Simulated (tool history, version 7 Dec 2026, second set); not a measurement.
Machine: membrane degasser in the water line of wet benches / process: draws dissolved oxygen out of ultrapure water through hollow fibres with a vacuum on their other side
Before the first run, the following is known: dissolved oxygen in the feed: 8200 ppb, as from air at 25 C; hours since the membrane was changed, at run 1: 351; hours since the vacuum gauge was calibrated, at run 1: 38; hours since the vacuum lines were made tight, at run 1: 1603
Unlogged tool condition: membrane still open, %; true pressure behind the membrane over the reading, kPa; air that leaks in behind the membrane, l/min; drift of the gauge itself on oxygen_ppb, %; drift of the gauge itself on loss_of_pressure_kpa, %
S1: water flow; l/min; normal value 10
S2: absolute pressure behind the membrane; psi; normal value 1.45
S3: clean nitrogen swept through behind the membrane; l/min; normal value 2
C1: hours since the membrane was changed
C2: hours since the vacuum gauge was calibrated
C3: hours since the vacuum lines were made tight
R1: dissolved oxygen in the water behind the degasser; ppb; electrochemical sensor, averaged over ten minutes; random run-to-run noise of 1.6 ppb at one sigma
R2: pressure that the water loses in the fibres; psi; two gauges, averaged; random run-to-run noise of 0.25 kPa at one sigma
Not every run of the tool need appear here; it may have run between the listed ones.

{"run": 1, "hour": 0.0, "S1": 10, "S2": 1.45, "S3": 2, "C1": 351, "C2": 38, "C3": 1603, "R1": 160.9, "R2": 9.748}
{"run": 2, "hour": 35.6, "S1": 10, "S2": 1.45, "S3": 2, "C1": 387, "C2": 74, "C3": 1638, "R1": 158.6, "R2": 9.68}
{"run": 3, "hour": 78.5, "S1": 10, "S2": 1.45, "S3": 2, "C1": 430, "C2": 117, "C3": 1681, "R1": 157.5, "R2": 9.72}
{"run": 4, "hour": 129.0, "S1": 10, "S2": 1.45, "S3": 2, "C1": 480, "C2": 167, "C3": 1732, "R1": 159.1, "R2": 9.768}
{"run": 5, "hour": 160.9, "S1": 10, "S2": 1.45, "S3": 2, "C1": 512, "C2": 199, "C3": 1764, "R1": 159.9, "R2": 9.751}
{"run": 6, "hour": 207.5, "S1": 10, "S2": 1.83, "S3": 2, "C1": 559, "C2": 246, "C3": 1810, "R1": 186.8, "R2": 9.72}
{"run": 7, "hour": 249.2, "S1": 10, "S2": 1.83, "S3": 2, "C1": 600, "C2": 288, "C3": 1852, "R1": 189.4, "R2": 9.787}
{"run": 8, "hour": 285.4, "S1": 10, "S2": 1.89, "S3": 2, "C1": 637, "C2": 324, "C3": 1888, "R1": 196.9, "R2": 9.807}
{"run": 9, "hour": 326.3, "S1": 10, "S2": 1.89, "S3": 2, "C1": 678, "C2": 365, "C3": 1929, "R1": 193.5, "R2": 9.742}
{"run": 10, "hour": 356.0, "S1": 10, "S2": 1.89, "S3": 2, "C1": 707, "C2": 394, "C3": 1959, "R1": 192, "R2": 9.733}
{"run": 11, "hour": 402.4, "S1": 10, "S2": 1.45, "S3": 2, "C1": 754, "C2": 441, "C3": 2005, "R1": 162.8, "R2": 9.778}
{"run": 12, "hour": 430.3, "S1": 10, "S2": 1.45, "S3": 2, "C1": 782, "C2": 469, "C3": 2033, "R1": 158, "R2": 9.754}
{"run": 13, "hour": 458.1, "S1": 10, "S2": 1.45, "S3": 2, "C1": 809, "C2": 496, "C3": 2061, "R1": 156.8, "R2": 9.723}
{"run": 14, "hour": 512.1, "S1": 10, "S2": 1.45, "S3": 2, "C1": 863, "C2": 550, "C3": 2115, "R1": 158.6, "R2": 9.789}
{"run": 15, "hour": 549.9, "S1": 14, "S2": 1.45, "S3": 4.42, "C1": 901, "C2": 588, "C3": 2153, "R1": 194.1, "R2": 13.694}
{"run": 16, "hour": 596.3, "S1": 14, "S2": 1.29, "S3": 4.42, "C1": 948, "C2": 635, "C3": 2199, "R1": 187.8, "R2": 13.623}
{"run": 17, "hour": 650.0, "S1": 11, "S2": 1.1, "S3": 2, "C1": 1001, "C2": 688, "C3": 2253, "R1": 152.3, "R2": 10.676}
{"run": 18, "hour": 684.7, "S1": 16, "S2": 2.68, "S3": 2, "C1": 1036, "C2": 723, "C3": 2287, "R1": 452.2, "R2": 15.536}
{"run": 19, "hour": 732.6, "S1": 10, "S2": 1.45, "S3": 2, "C1": 1084, "C2": 771, "C3": 2335, "R1": 157.2, "R2": 9.77}
{"run": 20, "hour": 776.0, "S1": 8, "S2": 2.77, "S3": 1.22, "C1": 1127, "C2": 814, "C3": 2379, "R1": 288.2, "R2": 7.783}
{"run": 21, "hour": 819.5, "S1": 12, "S2": 1.45, "S3": 1.89, "C1": 1171, "C2": 858, "C3": 2422, "R1": 210.3, "R2": 11.673}
{"run": 22, "hour": 863.4, "S1": 10, "S2": 1.45, "S3": 1.89, "C1": 1215, "C2": 902, "C3": 2466, "R1": 164.5, "R2": 9.797}
{"run": 23, "hour": 913.0, "S1": 9, "S2": 3.18, "S3": 1.32, "C1": 1264, "C2": 951, "C3": 2516, "R1": 352.3, "R2": 8.792}
{"run": 24, "hour": 949.5, "S1": 11, "S2": 1.77, "S3": 2.89, "C1": 1301, "C2": 988, "C3": 2552, "R1": 173.1, "R2": 10.685}
{"run": 25, "hour": 999.7, "S1": 8, "S2": 2.38, "S3": 2.89, "C1": 1351, "C2": 1038, "C3": 2603, "R1": 140.1, "R2": 7.781}
{"run": 26, "hour": 1024.0, "S1": 16, "S2": 2.38, "S3": 1.45, "C1": 1375, "C2": 1062, "C3": 2627, "R1": 494.6, "R2": 15.613}
{"run": 27, "hour": 1072.5, "S1": 7, "S2": 2.96, "S3": 2, "C1": 1424, "C2": 1111, "C3": 2675, "R1": 184.8, "R2": 6.798}
{"run": 28, "hour": 1118.2, "S1": 7, "S2": 3.41, "S3": 1.9, "C1": 1469, "C2": 1157, "C3": 2721, "R1": 214.3, "R2": 6.811}

5 options for the next run, each taken on its own from the tool as it stands now. Forecast them:
{"run": "A", "hour": 1153.0, "S1": 7, "S2": 1.99, "S3": 2.06, "C1": 1504, "C2": 1191, "C3": 2756, "R1": "?", "R2": "?"}
{"run": "B", "hour": 1153.0, "S1": 10, "S2": 1.45, "S3": 4.89, "C1": 1504, "C2": 1191, "C3": 2756, "R1": "?", "R2": "?"}
{"run": "C", "hour": 1153.0, "S1": 10, "S2": 1.45, "S3": 3.18, "C1": 1504, "C2": 1191, "C3": 2756, "R1": "?", "R2": "?"}
{"run": "D", "hour": 1153.0, "S1": 14, "S2": 2.7, "S3": 5.29, "C1": 1504, "C2": 1191, "C3": 2756, "R1": "?", "R2": "?"}
{"run": "E", "hour": 1153.0, "S1": 11, "S2": 1.45, "S3": 2.42, "C1": 1504, "C2": 1191, "C3": 2756, "R1": "?", "R2": "?"}

run=A R1=122.5 R2=6.788
run=B R1=110.6 R2=9.7
run=C R1=128.6 R2=9.742
run=D R1=242.5 R2=13.676
run=E R1=166.5 R2=10.728
Take away the tool's hidden state, keep each run's random variation, and the runs would have read:
run=A R1=122.3 R2=6.785
run=B R1=110.4 R2=9.697
run=C R1=128.4 R2=9.739
run=D R1=242.2 R2=13.671
run=E R1=166.3 R2=10.726
